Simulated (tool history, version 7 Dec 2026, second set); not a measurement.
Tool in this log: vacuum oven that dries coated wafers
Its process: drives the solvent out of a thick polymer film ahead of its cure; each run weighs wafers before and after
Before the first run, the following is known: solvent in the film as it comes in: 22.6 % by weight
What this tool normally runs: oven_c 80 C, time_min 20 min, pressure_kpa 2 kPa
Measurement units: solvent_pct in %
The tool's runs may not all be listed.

{"run": 1, "hour": 0.0, "oven_c": 80, "time_min": 20, "pressure_kpa": 2, "solvent_pct": 5.02}
{"run": 2, "hour": 23.2, "oven_c": 80, "time_min": 20, "pressure_kpa": 2, "solvent_pct": 5.13}
{"run": 3, "hour": 57.8, "oven_c": 80, "time_min": 20, "pressure_kpa": 2, "solvent_pct": 5.15}
{"run": 4, "hour": 84.7, "oven_c": 80, "time_min": 20, "pressure_kpa": 2, "solvent_pct": 5.21}
{"run": 5, "hour": 105.6, "oven_c": 80, "time_min": 20, "pressure_kpa": 6.07, "solvent_pct": 8.2}
{"run": 6, "hour": 143.8, "oven_c": 69, "time_min": 20, "pressure_kpa": 2, "solvent_pct": 8.79}
{"run": 7, "hour": 170.2, "oven_c": 69, "time_min": 20, "pressure_kpa": 2, "solvent_pct": 8.72}
{"run": 8, "hour": 203.9, "oven_c": 69, "time_min": 20, "pressure_kpa": 1.63, "solvent_pct": 8.23}
{"run": 9, "hour": 232.6, "oven_c": 69, "time_min": 20, "pressure_kpa": 1.63, "solvent_pct": 8.36}
{"run": 10, "hour": 266.8, "oven_c": 69, "time_min": 18, "pressure_kpa": 1.63, "solvent_pct": 9.04}
{"run": 11, "hour": 286.4, "oven_c": 69, "time_min": 18, "pressure_kpa": 1.63, "solvent_pct": 9.01}
{"run": 12, "hour": 303.2, "oven_c": 69, "time_min": 18, "pressure_kpa": 1.63, "solvent_pct": 9.21}
{"run": 13, "hour": 342.9, "oven_c": 80, "time_min": 11, "pressure_kpa": 2, "solvent_pct": 8.83}
{"run": 14, "hour": 363.4, "oven_c": 68, "time_min": 12, "pressure_kpa": 7.16, "solvent_pct": 16.36}
{"run": 15, "hour": 391.7, "oven_c": 68, "time_min": 12, "pressure_kpa": 7.16, "solvent_pct": 16.17}
{"run": 16, "hour": 427.5, "oven_c": 78, "time_min": 14, "pressure_kpa": 2, "solvent_pct": 7.67}
{"run": 17, "hour": 447.2, "oven_c": 78, "time_min": 14, "pressure_kpa": 2, "solvent_pct": 7.8}
{"run": 18, "hour": 478.0, "oven_c": 90, "time_min": 13, "pressure_kpa": 7.91, "solvent_pct": 7.8}
{"run": 19, "hour": 512.8, "oven_c": 80, "time_min": 27, "pressure_kpa": 2, "solvent_pct": 3.7}
{"run": 20, "hour": 533.9, "oven_c": 80, "time_min": 27, "pressure_kpa": 2, "solvent_pct": 3.76}
{"run": 21, "hour": 557.8, "oven_c": 80, "time_min": 19, "pressure_kpa": 4.06, "solvent_pct": 7.05}
{"run": 22, "hour": 594.5, "oven_c": 80, "time_min": 19, "pressure_kpa": 4.06, "solvent_pct": 7.11}
{"run": 23, "hour": 626.5, "oven_c": 95, "time_min": 19, "pressure_kpa": 4.23, "solvent_pct": 3.09}
{"run": 24, "hour": 655.5, "oven_c": 85, "time_min": 18, "pressure_kpa": 1.95, "solvent_pct": 4.37}
{"run": 25, "hour": 680.9, "oven_c": 85, "time_min": 31, "pressure_kpa": 1.18, "solvent_pct": 1.74}
{"run": 26, "hour": 714.6, "oven_c": 85, "time_min": 31, "pressure_kpa": 1.18, "solvent_pct": 1.7}

Some steps in solvent_pct between neighbouring runs. How much of each would the tool show without its hidden state too (settings, what came in, random variation), and how much is left for the hidden state, with any gauge scatter that isn't in both results?
Hidden conditions of the tool in this case: true wafer temperature over the reading, C; true pressure over the reading, kPa; drift of the gauge itself on solvent_pct, %.
Run 13 -> 14: oven_c 80 -> 68, time_min 11 -> 12, pressure_kpa 2 -> 7.16. solvent_pct +7.53 %: hidden state +0.22, all else +7.31.
Run 15 -> 16: oven_c 68 -> 78, time_min 12 -> 14, pressure_kpa 7.16 -> 2. solvent_pct -8.5 %: hidden state -0.17, all else -8.33.
Run 22 -> 23: oven_c 80 -> 95, pressure_kpa 4.06 -> 4.23. solvent_pct -4.02 %: hidden state -0.39, all else -3.63.
Run 24 -> 25: time_min 18 -> 31, pressure_kpa 1.95 -> 1.18. solvent_pct -2.63 %: hidden state -0.28, all else -2.35.
